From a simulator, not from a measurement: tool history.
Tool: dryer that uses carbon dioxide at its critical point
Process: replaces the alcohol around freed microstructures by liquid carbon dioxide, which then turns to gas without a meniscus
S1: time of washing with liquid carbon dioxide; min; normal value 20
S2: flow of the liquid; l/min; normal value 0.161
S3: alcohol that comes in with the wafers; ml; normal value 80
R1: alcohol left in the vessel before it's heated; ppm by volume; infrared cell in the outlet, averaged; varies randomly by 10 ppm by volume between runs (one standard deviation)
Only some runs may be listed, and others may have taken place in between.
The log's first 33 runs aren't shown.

run    hour  S1     S2  S3     R1
 34  1713.5  20  0.100  89   9473
 35  1782.7  14  0.106  80  18589
 36  1816.5  14  0.106  80  18820
     1857.2  -- inlet filter changed
 37  1873.7  14  0.106  80  12818
 38  1909.7  20  0.268  32     87
 39  1975.3  22  0.113  38   1270
 40  2029.9  32  0.215  70     98
 41  2090.6  17  0.226  30    206
 42  2154.0  16  0.102  80  11220
 43  2184.8  19  0.102  56   4944
 44  2219.6  28  0.102  80   1783
 45  2288.5  28  0.102  80   1834
 46  2336.0  28  0.162  80    237
 47  2397.5  28  0.162  80    236
 48  2460.2  20  0.121  67   3265

Predict each of these 3 candidate next runs independently; none follows another, all start after run 48:
  A  2515.4  20  0.137  67   ?
  B  2515.4  29  0.165  25   ?
  C  2515.4  20  0.161  39   ?

run    R1
  A  2112
  B   160
  C   674
Had the tool no hidden state, the same runs would have come out as:
run    R1
  A  1196
  B    11
  C   299

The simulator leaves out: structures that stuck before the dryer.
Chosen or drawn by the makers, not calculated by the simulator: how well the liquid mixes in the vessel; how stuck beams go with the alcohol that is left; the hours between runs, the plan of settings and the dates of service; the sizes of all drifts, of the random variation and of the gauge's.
